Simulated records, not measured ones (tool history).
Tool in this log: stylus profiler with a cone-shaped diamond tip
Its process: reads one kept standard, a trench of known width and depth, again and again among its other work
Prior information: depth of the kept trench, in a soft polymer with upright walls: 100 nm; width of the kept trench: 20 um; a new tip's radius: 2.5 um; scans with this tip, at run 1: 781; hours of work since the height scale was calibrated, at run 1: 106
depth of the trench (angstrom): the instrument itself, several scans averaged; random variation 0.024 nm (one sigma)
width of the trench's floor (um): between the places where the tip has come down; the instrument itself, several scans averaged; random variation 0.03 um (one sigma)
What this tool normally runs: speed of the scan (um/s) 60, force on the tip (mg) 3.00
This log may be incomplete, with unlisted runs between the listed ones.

run	hour	speed of the scan (um/s)	force on the tip (mg)	scans with this tip	hours of work since the height scale was calibrated	depth of the trench (angstrom)	width of the trench's floor (um)
1	0.0	60	3.00	781	106	1011.0	18.24
2	48.3	60	3.00	963	131	1011.6	18.26
3	120.9	60	8.43	1238	168	1023.0	18.40
4	201.5	60	4.05	1543	210	1013.5	18.29
5	280.1	60	4.05	1840	250	1013.7	18.26
6	361.4	60	4.05	2148	292	1014.1	18.24
7	422.9	60	4.05	2381	324	1013.9	18.25
8	524.9	31	3.00	2766	376	1010.8	18.37
9	610.7	31	3.00	3091	420	1011.3	18.32
10	705.0	31	3.00	3447	469	1011.0	18.35
11	807.6	31	3.00	3836	522	1011.0	18.38
12	876.8	31	3.00	4097	557	1010.7	18.29
13	935.8	60	3.00	4320	588	1010.7	18.16
14	983.4	60	3.00	4501	612	1011.0	18.12
15	1031.8	60	3.00	4684	637	1010.9	18.14
16	1107.9	60	3.00	4972	676	1010.6	18.13
17	1200.3	23	3.00	5321	724	1010.2	18.31
18	1261.3	23	3.00	5552	755	1010.7	18.31
19	1363.6	23	3.00	5939	808	1010.7	18.33
20	1444.2	121	3.00	6244	849	1010.5	17.79
21	1502.1	121	3.00	6463	879	1010.6	17.73
22	1600.6	214	3.00	6835	930	1010.5	17.23
23	1698.4	214	3.00	7205	980	1010.5	17.17
24	1765.8	214	3.00	7460	1015	1010.2	17.12
25	1812.4	207	3.25	7636	1039	1010.6	17.22
26	1869.8	166	2.05	7854	1068	1007.1	17.24
27	1967.3	119	2.05	8222	1118	1007.7	17.54
28	2020.6	119	2.05	8424	1146	1007.3	17.52
29	2116.8	22	1.76	8788	1195	1006.4	18.19
30	2214.8	189	1.27	9159	1246	1005.1	16.70
31	2258.3	68	1.17	9323	1268	1004.6	17.72
32	2361.4	20	1.17	9713	1321	1004.3	18.10
33	2444.1	158	7.24	10026	1364	1019.1	17.74
34	2487.8	158	7.24	10191	1386	1019.2	17.71
35	2581.9	146	1.56	10547	1435	1005.4	17.11
36	2665.7	104	1.30	10864	1478	1004.3	17.38
37	2758.3	104	1.30	11214	1525	1004.3	17.37
38	2842.2	96	1.97	11532	1569	1006.5	17.56
39	2901.4	96	1.97	11755	1599	1006.5	17.62
40	2974.4	57	2.48	12032	1637	1008.1	17.92
41	3054.5	22	2.30	12335	1678	1007.5	18.11
42	3101.9	22	2.30	12514	1702	1006.9	18.14
43	3202.5	99	2.66	12894	1754	1007.7	17.65
44	3245.9	50	1.66	13059	1776	1005.1	17.89
# hour 3276.0: height scale calibrated on a step standard
45	3304.6	60	4.13	13279	15	1014.3	17.95
46	3366.4	60	4.13	13513	47	1014.2	17.92

Forecast each of these 3 alternatives for the next run:
A	3413.9	172	5.90	13692	71	?	?
B	3413.9	149	1.50	13692	71	?	?
C	3413.9	71	5.51	13692	71	?	?

run	depth of the trench (angstrom)	width of the trench's floor (um)
A	1018.1	17.54
B	1006.8	17.08
C	1017.1	17.88
Without the tool's unlogged condition, the same runs would have read:
run	depth of the trench (angstrom)	width of the trench's floor (um)
A	1018.2	17.93
B	1006.9	17.46
C	1017.3	18.26

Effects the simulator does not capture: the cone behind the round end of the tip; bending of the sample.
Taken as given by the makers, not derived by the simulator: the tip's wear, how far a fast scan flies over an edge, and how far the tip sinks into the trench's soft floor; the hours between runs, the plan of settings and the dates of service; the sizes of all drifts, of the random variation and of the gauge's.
